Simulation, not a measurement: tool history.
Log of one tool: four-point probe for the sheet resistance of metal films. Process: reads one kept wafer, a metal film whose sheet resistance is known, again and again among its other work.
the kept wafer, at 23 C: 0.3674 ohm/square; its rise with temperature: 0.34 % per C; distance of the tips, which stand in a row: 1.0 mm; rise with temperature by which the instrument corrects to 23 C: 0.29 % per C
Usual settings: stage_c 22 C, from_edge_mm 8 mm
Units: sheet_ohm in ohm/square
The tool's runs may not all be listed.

run 1 hour=0.0 | stage_c=22 from_edge_mm=8 | sheet_ohm=0.370473
run 2 hour=76.5 | stage_c=22 from_edge_mm=8 | sheet_ohm=0.370615
run 3 hour=160.5 | stage_c=22 from_edge_mm=8 | sheet_ohm=0.370543
run 4 hour=231.6 | stage_c=22 from_edge_mm=8 | sheet_ohm=0.370630
run 5 hour=309.0 | stage_c=28 from_edge_mm=8 | sheet_ohm=0.371677
run 6 hour=351.4 | stage_c=28 from_edge_mm=8 | sheet_ohm=0.371731
run 7 hour=401.9 | stage_c=21 from_edge_mm=8 | sheet_ohm=0.370312
run 8 hour=440.2 | stage_c=21 from_edge_mm=8 | sheet_ohm=0.370400
run 9 hour=492.0 | stage_c=22 from_edge_mm=59 | sheet_ohm=0.367508
run 10 hour=553.1 | stage_c=22 from_edge_mm=6 | sheet_ohm=0.372902
run 11 hour=590.2 | stage_c=19 from_edge_mm=8 | sheet_ohm=0.369859
run 12 hour=652.1 | stage_c=19 from_edge_mm=8 | sheet_ohm=0.369868
run 13 hour=700.8 | stage_c=19 from_edge_mm=8 | sheet_ohm=0.369948
run 14 hour=739.3 | stage_c=19 from_edge_mm=8 | sheet_ohm=0.370006
run 15 hour=798.9 | stage_c=22 from_edge_mm=8 | sheet_ohm=0.370587
run 16 hour=847.9 | stage_c=23 from_edge_mm=8 | sheet_ohm=0.370789
run 17 hour=925.5 | stage_c=22 from_edge_mm=8 | sheet_ohm=0.370658
run 18 hour=968.6 | stage_c=22 from_edge_mm=8 | sheet_ohm=0.370580
run 19 hour=1026.6 | stage_c=22 from_edge_mm=8 | sheet_ohm=0.370627
run 20 hour=1063.3 | stage_c=22 from_edge_mm=8 | sheet_ohm=0.370634
run 21 hour=1126.0 | stage_c=22 from_edge_mm=8 | sheet_ohm=0.370633
run 22 hour=1160.5 | stage_c=22 from_edge_mm=8 | sheet_ohm=0.370582
run 23 hour=1221.1 | stage_c=22 from_edge_mm=8 | sheet_ohm=0.370474
run 24 hour=1287.2 | stage_c=22 from_edge_mm=6 | sheet_ohm=0.372940
run 25 hour=1327.0 | stage_c=22 from_edge_mm=46 | sheet_ohm=0.367496
run 26 hour=1379.1 | stage_c=21 from_edge_mm=15 | sheet_ohm=0.368152
run 27 hour=1446.1 | stage_c=29 from_edge_mm=21 | sheet_ohm=0.369292
run 28 hour=1488.4 | stage_c=29 from_edge_mm=5 | sheet_ohm=0.376679
run 29 hour=1549.8 | stage_c=20 from_edge_mm=28 | sheet_ohm=0.367482
run 30 hour=1621.6 | stage_c=33 from_edge_mm=60 | sheet_ohm=0.369831
run 31 hour=1691.6 | stage_c=33 from_edge_mm=60 | sheet_ohm=0.369698
run 32 hour=1726.9 | stage_c=30 from_edge_mm=38 | sheet_ohm=0.369135
run 33 hour=1767.5 | stage_c=21 from_edge_mm=9 | sheet_ohm=0.369830
run 34 hour=1836.8 | stage_c=31 from_edge_mm=3 | sheet_ohm=0.390123
run 35 hour=1918.9 | stage_c=34 from_edge_mm=11 | sheet_ohm=0.371363
run 36 hour=1976.5 | stage_c=34 from_edge_mm=11 | sheet_ohm=0.371328
run 37 hour=2056.0 | stage_c=30 from_edge_mm=9 | sheet_ohm=0.371626
run 38 hour=2133.0 | stage_c=30 from_edge_mm=9 | sheet_ohm=0.371697
run 39 hour=2174.9 | stage_c=20 from_edge_mm=45 | sheet_ohm=0.367354
run 40 hour=2234.9 | stage_c=20 from_edge_mm=45 | sheet_ohm=0.367230
run 41 hour=2320.0 | stage_c=21 from_edge_mm=45 | sheet_ohm=0.367422
run 42 hour=2381.8 | stage_c=21 from_edge_mm=3 | sheet_ohm=0.388077
run 43 hour=2456.1 | stage_c=20 from_edge_mm=14 | sheet_ohm=0.368171
run 44 hour=2499.7 | stage_c=20 from_edge_mm=14 | sheet_ohm=0.368107
run 45 hour=2559.0 | stage_c=28 from_edge_mm=45 | sheet_ohm=0.368886
-- hour=2608.1 stage's thermometer calibrated
run 46 hour=2629.4 | stage_c=25 from_edge_mm=46 | sheet_ohm=0.369043

Forecast each of these 3 alternatives for the next run:
run A hour=2668.8 | stage_c=35 from_edge_mm=9 | sheet_ohm=?
run B hour=2668.8 | stage_c=21 from_edge_mm=11 | sheet_ohm=?
run C hour=2668.8 | stage_c=22 from_edge_mm=4 | sheet_ohm=?

run=A sheet_ohm=0.373190
run=B sheet_ohm=0.369626
run=C sheet_ohm=0.380335
Without the tool's hidden state the same runs would have given:
run=A sheet_ohm=0.372019
run=B sheet_ohm=0.368465
run=C sheet_ohm=0.379142
